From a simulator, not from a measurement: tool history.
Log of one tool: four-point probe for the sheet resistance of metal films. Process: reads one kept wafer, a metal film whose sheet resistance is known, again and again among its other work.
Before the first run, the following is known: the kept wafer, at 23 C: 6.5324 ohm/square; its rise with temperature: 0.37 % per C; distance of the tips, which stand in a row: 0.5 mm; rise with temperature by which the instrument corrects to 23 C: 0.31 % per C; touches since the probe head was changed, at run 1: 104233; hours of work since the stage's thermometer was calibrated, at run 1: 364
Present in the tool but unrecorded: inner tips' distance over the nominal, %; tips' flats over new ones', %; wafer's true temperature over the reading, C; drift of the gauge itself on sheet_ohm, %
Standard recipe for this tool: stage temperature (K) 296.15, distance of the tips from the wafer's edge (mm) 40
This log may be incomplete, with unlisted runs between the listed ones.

run	day	stage temperature (K)	distance of the tips from the wafer's edge (mm)	touches since the probe head was changed	hours of work since the stage's thermometer was calibrated	sheet resistance as the instrument gives it (ohm/square)
1	0	296.15	40	104233	364	6.570017
2	0.333	305.15	40	104638	369	6.598093
3	0.896	305.15	40	105315	378	6.600858
4	1.35	305.15	40	105866	386	6.604938
5	2.029	305.15	40	106686	397	6.599159
6	2.433	305.15	40	107175	404	6.601356
7	2.896	292.15	40	107732	411	6.558605
8	3.338	292.15	40	108267	418	6.555831
9	3.812	296.15	40	108843	426	6.573243
10	4.279	296.15	40	109404	434	6.571402
# day 4.35: stage's thermometer calibrated
11	4.829	292.15	40	110044	8	6.559159
12	5.138	292.15	40	110417	13	6.559453
13	5.625	307.15	40	111009	21	6.60827
14	6.125	307.15	40	111611	29	6.611167
15	6.488	307.15	40	112050	35	6.609052
16	7.05	302.15	28	112732	44	6.594003

Run 17 comes next. What will it give?
17	7.392	292.15	4	113142	50	?

Run 17 produced sheet resistance as the instrument gives it (ohm/square) 6.614265.
Minus the tool's unlogged condition, the same run would have read sheet resistance as the instrument gives it (ohm/square) 6.574307.
